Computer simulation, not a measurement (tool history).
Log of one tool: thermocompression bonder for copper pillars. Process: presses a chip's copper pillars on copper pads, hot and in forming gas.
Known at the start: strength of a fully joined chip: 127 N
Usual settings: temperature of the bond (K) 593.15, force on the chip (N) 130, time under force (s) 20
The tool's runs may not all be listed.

run   hour  temperature of the bond (K)  force on the chip (N)  time under force (s)  force that shears a chip off (N)
  1      0                       593.15                    130                    20                                71
  2   36.1                       593.15                    130                    36                                84
  3   54.1                       593.15                    130                    20                              70.6
  4   80.6                       593.15                    130                    20                              70.9
      99.7  -- forming gas filter changed
  5  117.8                       593.15                    130                    20                              71.8
  6  135.5                       593.15                    130                    20                              71.7
  7  165.3                       593.15                    130                    59                              96.1
  8  190.5                       593.15                    130                    20                              70.7
  9  212.4                       593.15                    130                    20                                71
     216.2  -- force cell calibrated
 10  231.5                       593.15                    130                    20                              69.3
 11  254.7                       593.15                    130                    20                              68.8
 12  279.4                       593.15                    130                    20                              69.1
 13  312.3                       593.15                    130                    20                              67.7
 14  340.4                       593.15                    130                    20                              68.3
       374  -- force cell calibrated, once more
 15    382                       593.15                    130                    20                              71.9
 16  400.2                       575.15                    130                    20                              58.2
     411.1  -- forming gas filter changed
 17    423                       575.15                    130                    20                              59.5
 18  459.9                       570.15                     88                    50                              51.9
 19  486.3                       606.15                    117                    17                              72.4
 20  505.3                       577.15                    160                    43                              90.2
 21  533.5                       614.15                    127                    20                              86.7
 22  554.5                       614.15                    131                    42                             104.5
 23  576.6                       593.15                    130                    38                              86.1
 24  614.1                       618.15                    168                    35                             113.4
 25  636.7                       608.15                    115                    18                                73
 26  659.8                       608.15                    115                    18                              72.4
 27  686.2                       605.15                     95                    41                              76.8
     718.7  -- forming gas filter changed
 28  721.5                       605.15                     95                    41                              78.3
 29    748                       605.15                     95                    41                              77.2
 30  771.8                       605.15                     95                    41                              77.5
 31  791.2                       605.15                     95                    41                              76.4
 32  832.9                       566.15                     85                    38                              41.3
 33  853.7                       566.15                     85                    38                              41.1
 34    887                       566.15                     85                    38                                41

3 ways to go on from here, each from the tool as it stands after run 34. What would each give?
  A  912.2                       593.15                    137                    54                                 ?
  B  912.2                       621.15                     85                    25                                 ?
  C  912.2                       566.15                     85                    24                                 ?

run  force that shears a chip off (N)
  A                              95.7
  B                              69.1
  C                              33.2
Without the tool's hidden state the same runs would have given:
run  force that shears a chip off (N)
  A                             100.8
  B                                74
  C                              36.5
